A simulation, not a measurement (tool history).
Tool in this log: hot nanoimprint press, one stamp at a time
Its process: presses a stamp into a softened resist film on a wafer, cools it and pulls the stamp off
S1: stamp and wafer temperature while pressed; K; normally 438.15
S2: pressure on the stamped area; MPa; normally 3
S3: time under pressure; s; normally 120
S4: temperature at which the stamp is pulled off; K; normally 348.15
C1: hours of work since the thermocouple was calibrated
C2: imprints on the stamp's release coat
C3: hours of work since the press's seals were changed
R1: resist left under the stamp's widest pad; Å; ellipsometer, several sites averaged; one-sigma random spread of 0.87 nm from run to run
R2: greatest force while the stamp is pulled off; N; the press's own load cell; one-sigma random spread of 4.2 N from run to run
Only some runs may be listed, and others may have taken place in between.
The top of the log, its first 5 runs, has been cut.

Run 6, hour 233.8: usual settings; C1 144; C2 613; C3 887. Result: R1 2449 Å, R2 208 N.
Run 7, hour 299.3: usual settings; C1 176; C2 785; C3 919. Result: R1 2463 Å, R2 203 N.
Run 8, hour 339.9: usual settings; C1 195; C2 891; C3 938. Result: R1 2459 Å, R2 210 N.
Run 9, hour 401.6: usual settings; C1 225; C2 1053; C3 968. Result: R1 2451 Å, R2 204 N.
Run 10, hour 431.5: usual settings; C1 239; C2 1131; C3 983. Result: R1 2433 Å, R2 210 N.
Run 11, hour 478.5: usual settings; C1 262; C2 1255; C3 1005. Result: R1 2451 Å, R2 206 N.
At hour 509.4: press's hydraulic seals changed and the load cell set to zero.
At hour 533.3: stamp cleaned and given a new release coat.
At hour 555.7: plate thermocouple calibrated.
Run 12, hour 556.2: usual settings; C1 0; C2 52; C3 18. Result: R1 2443 Å, R2 200 N.
Run 13, hour 615.5: usual settings; C1 29; C2 207; C3 47. Result: R1 2441 Å, R2 200 N.
Run 14, hour 675.3: usual settings; C1 58; C2 364; C3 76. Result: R1 2442 Å, R2 197 N.
Run 15, hour 719.1: usual settings; C1 79; C2 479; C3 97. Result: R1 2444 Å, R2 204 N.
Run 16, hour 759.1: usual settings but S1 434.15 K, S2 2.53 MPa, S3 96 s, S4 346.15 K; C1 98; C2 584; C3 116. Result: R1 3215 Å, R2 216 N.
Run 17, hour 790.9: usual settings but S1 434.15 K, S2 2.53 MPa, S3 96 s, S4 346.15 K; C1 113; C2 667; C3 131. Result: R1 3208 Å, R2 220 N.
Run 18, hour 844.8: usual settings but S1 443.15 K, S2 2.11 MPa, S3 77 s, S4 335.15 K; C1 139; C2 809; C3 157. Result: R1 2813 Å, R2 269 N.
Run 19, hour 889.6: usual settings but S1 443.15 K, S2 2.11 MPa, S3 77 s, S4 335.15 K; C1 161; C2 926; C3 179. Result: R1 2818 Å, R2 260 N.
Run 20, hour 923.1: usual settings but S1 426.15 K, S2 1.92 MPa, S3 92 s, S4 353.15 K; C1 177; C2 1014; C3 195. Result: R1 4195 Å, R2 185 N.
Run 21, hour 968.9: usual settings but S1 442.15 K, S2 2.51 MPa; C1 199; C2 1134; C3 217. Result: R1 2314 Å, R2 202 N.
Run 22, hour 1033: usual settings but S1 429.15 K, S2 2.26 MPa, S3 160 s; C1 230; C2 1302; C3 248. Result: R1 3375 Å, R2 192 N.
At hour 1059.6: stamp cleaned and given a new release coat.
Run 23, hour 1070.7: usual settings but S1 429.15 K, S2 2.26 MPa, S3 160 s; C1 245; C2 29; C3 263. Result: R1 3391 Å, R2 197 N.
Run 24, hour 1135.8: usual settings but S1 429.15 K, S2 2.26 MPa, S3 160 s; C1 277; C2 200; C3 295. Result: R1 3356 Å, R2 208 N.
At hour 1169.8: plate thermocouple calibrated.
Run 25, hour 1188.4: usual settings but S1 429.15 K, S2 2.26 MPa, S3 160 s; C1 9; C2 330; C3 318. Result: R1 3378 Å, R2 201 N.
Run 26, hour 1215.2: usual settings but S1 429.15 K, S2 2.47 MPa, S3 160 s, S4 350.15 K; C1 22; C2 400; C3 331. Result: R1 3262 Å, R2 195 N.
Run 27, hour 1249.3: usual settings but S1 450.15 K, S2 2.2 MPa, S3 85 s, S4 350.15 K; C1 38; C2 490; C3 348. Result: R1 2150 Å, R2 196 N.
Run 28, hour 1294: usual settings but S1 440.15 K, S2 1.86 MPa, S3 129 s; C1 60; C2 607; C3 369. Result: R1 2758 Å, R2 198 N.
Run 29, hour 1346.4: usual settings but S1 440.15 K, S2 1.86 MPa, S3 129 s; C1 85; C2 744; C3 395. Result: R1 2779 Å, R2 203 N.
Run 30, hour 1406.9: usual settings but S1 440.15 K, S2 1.86 MPa, S3 129 s; C1 114; C2 903; C3 424. Result: R1 2763 Å, R2 206 N.

3 ways to go on from here, each from the tool as it stands after run 30. What would each give?
Run A, hour 1458.4: usual settings but S2 2.04 MPa, S4 354.15 K; C1 139; C2 1038; C3 448. Result: R1 ?, R2 ?.
Run B, hour 1458.4: usual settings but S1 427.15 K, S2 1.86 MPa, S3 139 s, S4 350.15 K; C1 139; C2 1038; C3 448. Result: R1 ?, R2 ?.
Run C, hour 1458.4: usual settings but S1 440.15 K, S2 1.86 MPa, S3 88 s; C1 139; C2 1038; C3 448. Result: R1 ?, R2 ?.

run    R1   R2
  A  2913  173
  B  3908  191
  C  3121  204
With the hidden condition removed and each run's random variation left untouched, the same runs would have given:
run    R1   R2
  A  2915  172
  B  3910  189
  C  3122  202
